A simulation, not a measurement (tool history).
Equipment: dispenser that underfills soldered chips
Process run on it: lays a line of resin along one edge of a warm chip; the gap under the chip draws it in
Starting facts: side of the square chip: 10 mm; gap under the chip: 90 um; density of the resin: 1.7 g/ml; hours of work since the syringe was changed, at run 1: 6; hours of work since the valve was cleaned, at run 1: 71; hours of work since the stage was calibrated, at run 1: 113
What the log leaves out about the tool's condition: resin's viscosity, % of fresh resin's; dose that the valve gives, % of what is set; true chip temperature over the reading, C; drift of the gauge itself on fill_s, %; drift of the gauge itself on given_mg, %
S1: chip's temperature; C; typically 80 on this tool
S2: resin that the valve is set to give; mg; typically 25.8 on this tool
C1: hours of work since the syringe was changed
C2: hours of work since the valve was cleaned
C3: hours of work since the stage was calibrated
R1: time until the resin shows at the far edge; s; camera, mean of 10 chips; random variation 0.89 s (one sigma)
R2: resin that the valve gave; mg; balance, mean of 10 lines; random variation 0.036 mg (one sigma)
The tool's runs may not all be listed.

Run 1, day 0: usual settings; C1 6; C2 71; C3 113. Result: R1 125.7 s, R2 25.18 mg.
At day 0.079: new syringe of resin.
At day 0.15: dispensing valve cleaned and set on the balance.
Run 2, day 0.246: usual settings; C1 2; C2 2; C3 116. Result: R1 100.2 s, R2 25.76 mg.
Run 3, day 0.438: usual settings but S2 30.9 mg; C1 6; C2 5; C3 120. Result: R1 122.4 s, R2 30.85 mg.
At day 0.521: new syringe of resin.
Run 4, day 0.846: usual settings but S2 30.9 mg; C1 6; C2 12; C3 127. Result: R1 124.9 s, R2 30.75 mg.
At day 0.912: new syringe of resin.
Run 5, day 1.112: usual settings but S1 79 C, S2 30.9 mg; C1 4; C2 17; C3 131. Result: R1 107.9 s, R2 30.72 mg.
At day 1.292: new syringe of resin.
Run 6, day 1.454: usual settings but S1 70 C, S2 30.9 mg; C1 3; C2 23; C3 137. Result: R1 150.6 s, R2 30.67 mg.
At day 1.679: new syringe of resin.
Run 7, day 1.704: usual settings but S1 70 C; C1 0; C2 27; C3 142. Result: R1 135.4 s, R2 25.57 mg.
Run 8, day 1.95: usual settings but S1 70 C, S2 26 mg; C1 5; C2 32; C3 146. Result: R1 181 s, R2 25.75 mg.
At day 2.054: new syringe of resin.
Run 9, day 2.225: usual settings but S1 70 C, S2 25.5 mg; C1 3; C2 36; C3 151. Result: R1 154.1 s, R2 25.22 mg.
At day 2.438: new syringe of resin.
Run 10, day 2.438: usual settings; C1 0; C2 40; C3 154. Result: R1 85.7 s, R2 25.44 mg.
At day 2.838: new syringe of resin.
Run 11, day 2.871: usual settings; C1 1; C2 48; C3 162. Result: R1 89.5 s, R2 25.37 mg.
At day 3.212: new syringe of resin.
Run 12, day 3.312: usual settings but S2 30 mg; C1 2; C2 55; C3 170. Result: R1 97.8 s, R2 29.43 mg.
At day 3.612: new syringe of resin.
Run 13, day 3.675: usual settings but S2 31.4 mg; C1 1; C2 62; C3 176. Result: R1 92.2 s, R2 30.75 mg.
At day 4.004: new syringe of resin.
Run 14, day 4.054: usual settings but S1 89 C, S2 30.9 mg; C1 1; C2 68; C3 183. Result: R1 66.5 s, R2 30.24 mg.
At day 4.358: dispensing valve cleaned and set on the balance.
At day 4.421: new syringe of resin.
Run 15, day 4.508: usual settings but S1 83 C, S2 23.9 mg; C1 2; C2 3; C3 190. Result: R1 87.8 s, R2 23.84 mg.
At day 4.796: new syringe of resin.
Run 16, day 4.796: usual settings but S1 83 C, S2 23.9 mg; C1 0; C2 7; C3 195. Result: R1 76.9 s, R2 23.81 mg.
At day 5.183: new syringe of resin.
Run 17, day 5.254: usual settings but S1 71 C, S2 31.7 mg; C1 1; C2 16; C3 203. Result: R1 132.9 s, R2 31.43 mg.
Run 18, day 5.538: usual settings but S1 67 C, S2 24 mg; C1 6; C2 21; C3 208. Result: R1 217.7 s, R2 23.75 mg.
At day 5.579: new syringe of resin.
Run 19, day 5.85: usual settings but S1 67 C, S2 24 mg; C1 5; C2 26; C3 214. Result: R1 200.7 s, R2 23.68 mg.
At day 5.971: new syringe of resin.
Run 20, day 6.062: usual settings but S1 65 C, S2 22.6 mg; C1 2; C2 30; C3 217. Result: R1 185.6 s, R2 22.28 mg.
At day 6.35: new syringe of resin.
Run 21, day 6.396: usual settings but S1 65 C, S2 22.6 mg; C1 1; C2 35; C3 223. Result: R1 171.1 s, R2 22.24 mg.
Run 22, day 6.583: usual settings but S1 76 C, S2 27.6 mg; C1 4; C2 39; C3 226. Result: R1 131.9 s, R2 27.13 mg.

Predict the results of run 23:
At day 6.754: new syringe of resin.
Run 23, day 6.838: usual settings but S1 87 C, S2 28.2 mg; C1 2; C2 43; C3 231. Result: R1 ?, R2 ?.

For run 23 the tool returned R1 74 s, R2 27.72 mg.
Minus the tool's unlogged condition, the same run would have read R1 64.6 s, R2 28.22 mg.
